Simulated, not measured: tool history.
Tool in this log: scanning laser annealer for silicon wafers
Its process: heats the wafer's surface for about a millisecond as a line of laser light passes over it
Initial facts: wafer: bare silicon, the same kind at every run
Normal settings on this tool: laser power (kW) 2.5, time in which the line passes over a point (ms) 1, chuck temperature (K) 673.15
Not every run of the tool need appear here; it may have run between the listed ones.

run     day  laser power (kW)  time in which the line passes over a point (ms)  chuck temperature (K)  highest temperature of the surface (K)
  1       0               2.5                                                1                 673.15                                 1512.15
  2   2.867               2.5                                                1                 673.15                                 1511.15
  3     4.7               2.5                                             0.97                 673.15                                 1501.15
  4   7.612               2.5                                             0.97                 673.15                                 1498.15
  5  11.058               2.5                                                1                 664.15                                 1493.15
  6  12.629               2.5                                                1                 664.15                                 1492.15
  7  16.533               2.5                                                1                 664.15                                 1490.15
  8  19.446               2.5                                                1                 664.15                                 1483.15
  9  22.854               2.5                                                1                 664.15                                 1485.15
 10  25.267               2.5                                                1                 648.15                                 1466.15
 11  27.562             2.534                                             0.93                 638.15                                 1442.15
 12  30.954             2.629                                             0.93                 705.15                                 1547.15
 13  34.333             2.629                                             0.93                 705.15                                 1542.15
 14  38.117             2.491                                              1.1                 640.15                                 1477.15
 15   40.25             2.329                                             0.79                 640.15                                 1305.15
 16  43.608             2.293                                             0.88                 677.15                                 1355.15
     45.479  -- window over the wafer cleaned
 17  46.058             2.293                                             0.88                 677.15                                 1372.15
 18  48.408             2.624                                             1.19                 658.15                                 1602.15
 19   51.35             2.624                                             1.19                 658.15                                 1602.15
 20  55.238             2.203                                             0.73                 673.15                                 1277.15

3 options for the next run, each taken on its own from the tool as it stands now. Forecast them:
  A  57.179             2.309                                             0.73                 673.15                                       ?
  B  57.179             2.134                                                1                 641.15                                       ?
  C  57.179             2.738                                             0.83                 650.15                                       ?

run  highest temperature of the surface (K)
  A                                 1313.15
  B                                 1302.15
  C                                 1495.15
Stripped of hidden state, with their random variation kept, the same runs would have yielded:
run  highest temperature of the surface (K)
  A                                 1341.15
  B                                 1331.15
  C                                 1532.15
